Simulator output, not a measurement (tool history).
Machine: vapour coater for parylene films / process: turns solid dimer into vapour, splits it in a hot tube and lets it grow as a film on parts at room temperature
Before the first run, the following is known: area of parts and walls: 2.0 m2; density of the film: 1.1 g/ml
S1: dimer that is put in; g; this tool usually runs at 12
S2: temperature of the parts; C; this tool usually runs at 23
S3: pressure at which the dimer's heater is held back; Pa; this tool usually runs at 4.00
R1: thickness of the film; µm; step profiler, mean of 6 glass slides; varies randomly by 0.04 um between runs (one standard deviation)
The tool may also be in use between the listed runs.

run 1 day=0.000 | S1=12 S2=23 S3=4.00 | R1=4.30
run 2 day=0.446 | S1=12 S2=23 S3=4.00 | R1=4.33
run 3 day=1.121 | S1=12 S2=23 S3=4.00 | R1=4.30
run 4 day=1.754 | S1=12 S2=23 S3=4.00 | R1=4.30
run 5 day=2.362 | S1=12 S2=23 S3=4.00 | R1=4.32
run 6 day=2.988 | S1=12 S2=23 S3=4.00 | R1=4.25
run 7 day=3.517 | S1=12 S2=23 S3=4.00 | R1=4.31
run 8 day=4.150 | S1=12 S2=23 S3=4.00 | R1=4.36
run 9 day=4.575 | S1=6 S2=15 S3=4.00 | R1=2.64
run 10 day=5.125 | S1=6 S2=15 S3=4.00 | R1=2.62
run 11 day=5.954 | S1=19 S2=23 S3=2.93 | R1=7.20
-- day=6.512 trap's valve overhauled
run 12 day=6.538 | S1=16 S2=18 S3=7.27 | R1=6.56
run 13 day=7.175 | S1=12 S2=16 S3=2.41 | R1=5.38
run 14 day=8.012 | S1=11 S2=23 S3=4.00 | R1=3.95
run 15 day=8.638 | S1=7 S2=23 S3=3.02 | R1=2.61
run 16 day=9.312 | S1=12 S2=19 S3=2.89 | R1=5.37

A few steps of R1 between consecutive runs. Split each: what settings, incoming material and random variation would produce without the hidden state, and what is left over for the hidden state, along with gauge scatter present in only one of the two compared results (measured, and without hidden state):
Hidden conditions of the tool in this case: vapour lost through the trap's worn valve, %; true temperature of the parts over the reading, C; drift of the gauge itself on film_um, %.
Run 10 -> 11: S1 6 -> 19, S2 15 -> 23, S3 4.00 -> 2.93. R1 +4.58 µm: hidden state -0.02, all else +4.60.
Run 11 -> 12: S1 19 -> 16, S2 23 -> 18, S3 2.93 -> 7.27, trap's valve overhauled. R1 -0.64 µm: hidden state +0.04, all else -0.68.
